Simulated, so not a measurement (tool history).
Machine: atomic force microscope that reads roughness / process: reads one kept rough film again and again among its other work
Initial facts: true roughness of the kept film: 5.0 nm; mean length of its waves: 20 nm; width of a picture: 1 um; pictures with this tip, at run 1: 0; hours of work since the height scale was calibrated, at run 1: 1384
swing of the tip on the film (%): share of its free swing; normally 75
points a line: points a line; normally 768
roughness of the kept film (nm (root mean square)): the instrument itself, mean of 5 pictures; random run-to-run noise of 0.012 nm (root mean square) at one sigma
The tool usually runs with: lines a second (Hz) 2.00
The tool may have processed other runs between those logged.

run,hour,lines a second (Hz),swing of the tip on the film (%),points a line,pictures with this tip,hours of work since the height scale was calibrated,roughness of the kept film (nm (root mean square))
1,0.0,2.00,75,768,0,1384,2.849
2,36.7,2.00,68,768,37,1402,2.622
3,76.3,2.00,68,768,77,1421,2.296
4,108.3,3.15,75,768,110,1436,1.825
# hour 162.0: new tip fitted
5,162.3,3.15,75,768,1,1462,2.607
6,211.0,3.15,75,768,50,1486,2.214
7,248.7,3.15,75,768,88,1504,1.948
8,299.9,3.15,57,768,141,1529,2.004
# hour 325.6: new tip fitted
9,351.8,3.15,57,768,27,1554,2.806
10,382.3,0.74,57,587,58,1569,2.689
11,425.6,2.00,72,531,102,1590,2.088
# hour 430.8: height scale calibrated on a step standard
12,455.2,2.00,75,758,131,12,1.895
# hour 489.4: new tip fitted
13,518.7,1.10,64,758,30,42,2.828
14,582.3,0.64,78,296,95,73,2.234
15,644.5,0.51,66,768,158,104,2.015
# hour 651.1: new tip fitted
16,675.4,3.49,60,315,24,118,2.757
17,710.9,2.00,75,498,60,135,2.335
# hour 751.0: height scale calibrated on a step standard, once more
18,756.4,2.92,60,865,106,3,2.141

Each row is a separate what-if for the run after 18, all from the same tool condition, not one after another. Results?
A,795.9,3.05,60,514,146,22,?
B,795.9,3.77,60,865,146,22,?
C,795.9,1.64,60,595,146,22,?

run,roughness of the kept film (nm (root mean square))
A,1.902
B,1.862
C,1.998
Without the tool's hidden state the same runs would have given:
run,roughness of the kept film (nm (root mean square))
A,3.001
B,2.940
C,3.154
